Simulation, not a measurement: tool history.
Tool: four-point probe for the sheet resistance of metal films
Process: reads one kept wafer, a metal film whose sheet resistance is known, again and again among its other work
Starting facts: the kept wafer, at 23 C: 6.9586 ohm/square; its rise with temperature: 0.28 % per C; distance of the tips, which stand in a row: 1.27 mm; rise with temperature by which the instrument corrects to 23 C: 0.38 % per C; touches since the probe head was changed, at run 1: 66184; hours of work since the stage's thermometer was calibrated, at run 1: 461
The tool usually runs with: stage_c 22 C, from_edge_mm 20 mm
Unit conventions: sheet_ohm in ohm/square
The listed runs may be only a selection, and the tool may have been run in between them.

| run | hour | stage_c | from_edge_mm | touches since the probe head was changed | hours of work since the stage's thermometer was calibrated | sheet_ohm |
|---|---|---|---|---|---|---|
| 1 | 0.0 | 22 | 20 | 66184 | 461 | 6.984642 |
| 2 | 14.7 | 22 | 20 | 66855 | 471 | 6.982545 |
| 3 | 23.9 | 22 | 23 | 67274 | 477 | 6.976117 |
| 4 | 32.6 | 22 | 23 | 67675 | 483 | 6.980254 |
| 5 | 49.2 | 22 | 20 | 68435 | 494 | 6.978329 |
| 6 | 61.8 | 22 | 9 | 69010 | 503 | 7.038898 |
| 7 | 79.8 | 23 | 20 | 69832 | 515 | 6.973626 |
| 8 | 89.6 | 22 | 20 | 70280 | 522 | 6.980467 |
| 9 | 104.9 | 22 | 20 | 70979 | 532 | 6.978224 |
| 10 | 119.7 | 22 | 20 | 71656 | 542 | 6.981482 |
| 11 | 129.1 | 23 | 7 | 72084 | 549 | 7.078947 |
| 12 | 144.5 | 23 | 3 | 72791 | 559 | 7.565668 |
| 13 | 159.6 | 23 | 3 | 73479 | 570 | 7.567996 |
| 14 | 167.4 | 30 | 43 | 73836 | 575 | 6.913333 |
| 15 | 175.8 | 28 | 43 | 74218 | 581 | 6.928194 |
| 16 | 186.6 | 24 | 5 | 74714 | 588 | 7.185018 |
| 17 | 195.3 | 24 | 5 | 75111 | 594 | 7.184866 |
| 18 | 205.3 | 21 | 17 | 75568 | 601 | 6.994370 |
| 19 | 222.2 | 24 | 12 | 76342 | 612 | 6.992013 |

Consider 4 possible next runs. They are alternatives, not a sequence: every one starts from the tool as it was left by run 19. What does each give?
| A | 240.6 | 22 | 19 | 77183 | 625 | ? |
| B | 240.6 | 30 | 20 | 77183 | 625 | ? |
| C | 240.6 | 24 | 8 | 77183 | 625 | ? |
| D | 240.6 | 28 | 54 | 77183 | 625 | ? |

| run | sheet_ohm |
|---|---|
| A | 6.984034 |
| B | 6.924794 |
| C | 7.044820 |
| D | 6.927044 |
With the hidden condition removed and each run's random variation left untouched, the same runs would have given:
| run | sheet_ohm |
|---|---|
| A | 6.983576 |
| B | 6.924340 |
| C | 7.044358 |
| D | 6.926589 |

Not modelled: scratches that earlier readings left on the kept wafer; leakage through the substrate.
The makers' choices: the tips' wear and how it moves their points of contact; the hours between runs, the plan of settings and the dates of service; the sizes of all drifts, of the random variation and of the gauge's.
